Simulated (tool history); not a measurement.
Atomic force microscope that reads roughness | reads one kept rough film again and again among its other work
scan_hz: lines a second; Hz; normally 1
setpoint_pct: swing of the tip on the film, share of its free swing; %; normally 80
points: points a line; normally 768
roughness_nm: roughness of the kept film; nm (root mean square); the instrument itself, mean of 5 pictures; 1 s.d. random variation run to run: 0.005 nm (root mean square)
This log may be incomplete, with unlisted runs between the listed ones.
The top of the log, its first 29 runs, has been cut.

| run | hour | scan_hz | setpoint_pct | points | roughness_nm |
|---|---|---|---|---|---|
| 30 | 1088.2 | 2.89 | 64 | 260 | 0.708 |
| 31 | 1133.9 | 2.89 | 82 | 365 | 0.66 |
|  | 1138.4 | new tip fitted |
| 32 | 1161.8 | 2.89 | 82 | 365 | 0.717 |
| 33 | 1203.2 | 3.9 | 82 | 451 | 0.671 |
| 34 | 1255.6 | 1.77 | 82 | 451 | 0.728 |
|  | 1277.1 | height scale calibrated on a step standard, once more |
| 35 | 1310.4 | 1.07 | 88 | 451 | 0.722 |
| 36 | 1350.7 | 1 | 88 | 768 | 0.72 |
| 37 | 1372.8 | 0.62 | 80 | 768 | 0.74 |
| 38 | 1420.1 | 2.29 | 56 | 428 | 0.723 |
| 39 | 1462.7 | 3.73 | 56 | 269 | 0.705 |
| 40 | 1507.9 | 3.73 | 56 | 263 | 0.711 |
|  | 1512.2 | new tip fitted |
| 41 | 1558.7 | 0.62 | 56 | 263 | 0.772 |
| 42 | 1599.1 | 0.53 | 80 | 768 | 0.778 |
| 43 | 1637.5 | 1.98 | 80 | 539 | 0.719 |
| 44 | 1676.6 | 1.41 | 62 | 351 | 0.747 |
| 45 | 1703.7 | 1.41 | 62 | 351 | 0.743 |
| 46 | 1754 | 1.68 | 65 | 768 | 0.742 |

For run 47, what comes out?
| 47 | 1778.6 | 1.68 | 65 | 768 | ? |

Run 47 produced roughness_nm 0.738 nm (root mean square).
The same run, on a tool lacking any hidden state, would have yielded roughness_nm 0.778 nm (root mean square).

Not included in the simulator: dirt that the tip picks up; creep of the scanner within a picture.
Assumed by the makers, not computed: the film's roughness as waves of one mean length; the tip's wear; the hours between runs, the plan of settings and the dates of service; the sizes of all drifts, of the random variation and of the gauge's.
